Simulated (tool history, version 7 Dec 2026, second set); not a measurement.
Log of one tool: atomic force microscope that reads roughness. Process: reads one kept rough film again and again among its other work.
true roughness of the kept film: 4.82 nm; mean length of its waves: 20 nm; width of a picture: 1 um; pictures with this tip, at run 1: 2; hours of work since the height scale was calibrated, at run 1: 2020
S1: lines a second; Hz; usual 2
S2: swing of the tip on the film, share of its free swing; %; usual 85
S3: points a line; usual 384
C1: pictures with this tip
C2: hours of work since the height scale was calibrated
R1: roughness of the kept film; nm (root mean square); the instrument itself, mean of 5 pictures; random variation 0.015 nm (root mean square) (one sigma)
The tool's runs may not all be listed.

run,hour,S1,S2,S3,C1,C2,R1
1,0,2,85,384,2,2020,3.521
2,42.5,2,85,384,71,2048,2.745
# hour 72.8: new tip fitted
3,101,2,85,384,45,2086,2.961
4,135.5,2,85,734,101,2109,2.491
# hour 151.6: new tip fitted
5,193.3,1.73,85,734,67,2147,2.848
# hour 231.5: new tip fitted
6,245.3,1.73,85,734,22,2181,3.277
7,301.4,1.75,85,384,113,2218,2.389
# hour 310.3: new tip fitted
# hour 385.6: new tip fitted
8,387.6,1.75,85,384,3,2274,3.575
9,438.6,1.75,85,384,86,2308,2.599
# hour 460.7: new tip fitted
10,474.8,1.75,85,384,23,2332,3.265
11,527.9,1.61,85,384,109,2367,2.438
# hour 535: new tip fitted
12,601.5,1.61,85,384,108,2415,2.376
# hour 612.9: new tip fitted
13,683.6,1.61,85,384,114,2469,2.357
# hour 690.5: new tip fitted
14,720.7,1.61,85,384,49,2494,2.959
# hour 765.6: new tip fitted
15,790.1,1.61,85,384,40,2539,3.035
# hour 843.1: new tip fitted
16,851.7,1.61,85,384,14,2580,3.404
17,887.2,1.61,85,384,72,2603,2.776
# hour 918: new tip fitted
18,945.8,1.61,85,384,45,2641,3.048
# hour 995.8: new tip fitted
19,1011.2,1.61,56,384,25,2684,3.402
# hour 1070.4: new tip fitted
20,1081.9,1.61,56,384,18,2731,3.476
# hour 1150.1: new tip fitted
21,1150.1,0.83,75,570,0,2776,3.837
22,1218,0.59,79,384,110,2821,2.501
# hour 1230.2: new tip fitted
23,1254.9,0.59,79,384,40,2845,3.234
# hour 1304.2: new tip fitted
24,1317.7,0.59,79,384,22,2886,3.4
# hour 1367.6: height scale calibrated on a step standard
# hour 1381: new tip fitted
25,1381,0.59,70,524,0,9,3.796
# hour 1455.5: new tip fitted
26,1455.5,1.84,86,450,0,57,3.606
27,1510.2,1.26,70,516,89,94,2.646
# hour 1535.2: new tip fitted
28,1562.2,1.26,70,516,44,128,3.123
# hour 1609.2: new tip fitted
29,1611.1,1.26,70,516,3,160,3.733
# hour 1685.1: new tip fitted
30,1690.3,1.26,74,843,9,212,3.617
# hour 1759.3: new tip fitted
31,1759.3,3.31,84,391,0,257,3.441
32,1799.8,0.88,62,790,66,284,2.955
# hour 1837.8: new tip fitted
33,1865.8,0.88,62,790,45,327,3.136
34,1909.7,2.1,66,790,116,356,2.409
# hour 1916.6: new tip fitted
35,1949.3,2.57,64,503,53,382,3.04
# hour 1995.1: new tip fitted
36,2000,2,67,384,8,415,3.595

How the hidden state differs across the entries between the runs, from the last listed run before each to the first after it:
Between runs 2 and 3: new tip fitted (hour 72.8)
  radius of the tip, nm: 13.1 -> 10.5; height scale over the true one, %: 0.6 -> 0.61
  measured less the result without the state, R1: -0.834 -> -0.602 nm (root mean square)
Between runs 4 and 5: new tip fitted (hour 151.6)
  radius of the tip, nm: 17.2 -> 12.5; height scale over the true one, %: 0.62 -> 0.63
  measured less the result without the state, R1: -1.142 -> -0.8 nm (root mean square)
Between runs 5 and 6: new tip fitted (hour 231.5)
  radius of the tip, nm: 12.5 -> 8.4; height scale over the true one, %: 0.63 -> 0.64
  measured less the result without the state, R1: -0.8 -> -0.402 nm (root mean square)
Between runs 7 and 8: new tip fitted (hour 310.3); new tip fitted (hour 385.6)
  radius of the tip, nm: 18.6 -> 5.5; height scale over the true one, %: 0.65 -> 0.67
  measured less the result without the state, R1: -1.229 -> -0.046 nm (root mean square)
Between runs 9 and 10: new tip fitted (hour 460.7)
  radius of the tip, nm: 15.6 -> 8; height scale over the true one, %: 0.68 -> 0.69
  measured less the result without the state, R1: -1.033 -> -0.35 nm (root mean square)
Between runs 11 and 12: new tip fitted (hour 535)
  radius of the tip, nm: 18 -> 19.2; height scale over the true one, %: 0.7 -> 0.71
  measured less the result without the state, R1: -1.193 -> -1.27 nm (root mean square)
Between runs 12 and 13: new tip fitted (hour 612.9)
  radius of the tip, nm: 19.2 -> 19.3; height scale over the true one, %: 0.71 -> 0.73
  measured less the result without the state, R1: -1.27 -> -1.268 nm (root mean square)
Between runs 13 and 14: new tip fitted (hour 690.5)
  radius of the tip, nm: 19.3 -> 11.3
  measured less the result without the state, R1: -1.268 -> -0.686 nm (root mean square)
Between runs 14 and 15: new tip fitted (hour 765.6)
  radius of the tip, nm: 11.3 -> 10.1; height scale over the true one, %: 0.73 -> 0.75
  measured less the result without the state, R1: -0.686 -> -0.572 nm (root mean square)
Between runs 15 and 16: new tip fitted (hour 843.1)
  radius of the tip, nm: 10.1 -> 6.9; height scale over the true one, %: 0.75 -> 0.76
  measured less the result without the state, R1: -0.572 -> -0.224 nm (root mean square)
Between runs 17 and 18: new tip fitted (hour 918)
  radius of the tip, nm: 13 -> 9.9; height scale over the true one, %: 0.77 -> 0.78
  measured less the result without the state, R1: -0.829 -> -0.553 nm (root mean square)
Between runs 18 and 19: new tip fitted (hour 995.8)
  radius of the tip, nm: 9.9 -> 8.1; height scale over the true one, %: 0.78 -> 0.79
  measured less the result without the state, R1: -0.553 -> -0.381 nm (root mean square)
Between runs 19 and 20: new tip fitted (hour 1070.4)
  radius of the tip, nm: 8.1 -> 7.4; height scale over the true one, %: 0.79 -> 0.8
  measured less the result without the state, R1: -0.381 -> -0.296 nm (root mean square)
Between runs 20 and 21: new tip fitted (hour 1150.1)
  radius of the tip, nm: 7.4 -> 5.1; height scale over the true one, %: 0.8 -> 0.82
  measured less the result without the state, R1: -0.296 -> +0.015 nm (root mean square)
Between runs 22 and 23: new tip fitted (hour 1230.2)
  radius of the tip, nm: 18.7 -> 9.6; height scale over the true one, %: 0.83 -> 0.84
  measured less the result without the state, R1: -1.288 -> -0.537 nm (root mean square)
Between runs 23 and 24: new tip fitted (hour 1304.2)
  radius of the tip, nm: 9.6 -> 7.9; height scale over the true one, %: 0.84 -> 0.85
  measured less the result without the state, R1: -0.537 -> -0.348 nm (root mean square)
Between runs 24 and 25: height scale calibrated on a step standard (hour 1367.6); new tip fitted (hour 1381)
  radius of the tip, nm: 7.9 -> 5.1; height scale over the true one, %: 0.85 -> -0.03
  measured less the result without the state, R1: -0.348 -> -0.021 nm (root mean square)
Between runs 25 and 26: new tip fitted (hour 1455.5)
  radius of the tip, nm: 5.1 -> 5.2; height scale over the true one, %: -0.03 -> -0.01
  measured less the result without the state, R1: -0.021 -> -0.023 nm (root mean square)
Between runs 27 and 28: new tip fitted (hour 1535.2)
  radius of the tip, nm: 16.2 -> 10.4; height scale over the true one, %: 0 -> 0.01
  measured less the result without the state, R1: -1.144 -> -0.642 nm (root mean square)
Between runs 28 and 29: new tip fitted (hour 1609.2)
  radius of the tip, nm: 10.4 -> 5.4; height scale over the true one, %: 0.01 -> 0.02
  measured less the result without the state, R1: -0.642 -> -0.057 nm (root mean square)
Between runs 29 and 30: new tip fitted (hour 1685.1)
  radius of the tip, nm: 5.4 -> 6.3; height scale over the true one, %: 0.02 -> 0.03
  measured less the result without the state, R1: -0.057 -> -0.176 nm (root mean square)
Between runs 30 and 31: new tip fitted (hour 1759.3)
  radius of the tip, nm: 6.3 -> 5.1; height scale over the true one, %: 0.03 -> 0.05
  measured less the result without the state, R1: -0.176 -> -0.018 nm (root mean square)
Between runs 32 and 33: new tip fitted (hour 1837.8)
  radius of the tip, nm: 12.7 -> 10.9; height scale over the true one, %: 0.05 -> 0.07
  measured less the result without the state, R1: -0.873 -> -0.712 nm (root mean square)
Between runs 34 and 35: new tip fitted (hour 1916.6)
  radius of the tip, nm: 19.6 -> 11.2
  measured less the result without the state, R1: -1.345 -> -0.718 nm (root mean square)
Between runs 35 and 36: new tip fitted (hour 1995.1)
  radius of the tip, nm: 11.2 -> 6; height scale over the true one, %: 0.08 -> 0.09
  measured less the result without the state, R1: -0.718 -> -0.128 nm (root mean square)
